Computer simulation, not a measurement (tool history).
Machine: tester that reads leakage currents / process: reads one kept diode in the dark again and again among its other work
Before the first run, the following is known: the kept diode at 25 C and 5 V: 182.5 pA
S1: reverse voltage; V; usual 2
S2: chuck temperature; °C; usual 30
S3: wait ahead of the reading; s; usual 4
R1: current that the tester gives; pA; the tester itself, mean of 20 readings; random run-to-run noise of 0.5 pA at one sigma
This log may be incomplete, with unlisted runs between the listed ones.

Run 1, day 0: usual settings. Result: R1 195.06 pA.
Run 2, day 5.158: usual settings. Result: R1 195.83 pA.
At day 9.642: chuck's temperature calibrated.
At day 10.438: probe card cleaned and baked.
Run 3, day 13.175: usual settings. Result: R1 168.84 pA.
Run 4, day 19.217: usual settings. Result: R1 169.35 pA.
Run 5, day 24.879: usual settings. Result: R1 170.56 pA.
Run 6, day 32.45: usual settings. Result: R1 172.81 pA.
Run 7, day 40.221: usual settings. Result: R1 173.57 pA.
At day 41.008: tester calibrated.
Run 8, day 46.992: usual settings but S2 20 °C. Result: R1 73.41 pA.
Run 9, day 54.929: usual settings but S3 0.5 s. Result: R1 176.88 pA.
Run 10, day 61.55: usual settings but S1 16.57 V, S2 25 °C, S3 0.72 s. Result: R1 392.57 pA.

Run 11 has not been measured yet. What should we expect?
Run 11, day 68.317: usual settings but S1 19.95 V, S2 23 °C, S3 8.03 s. Result: R1 ?.

{"run 11": {"R1": 364.08}}
Take away the tool's hidden state, keep the run-to-run variation as it was, and the same run would have given R1 336.95 pA.
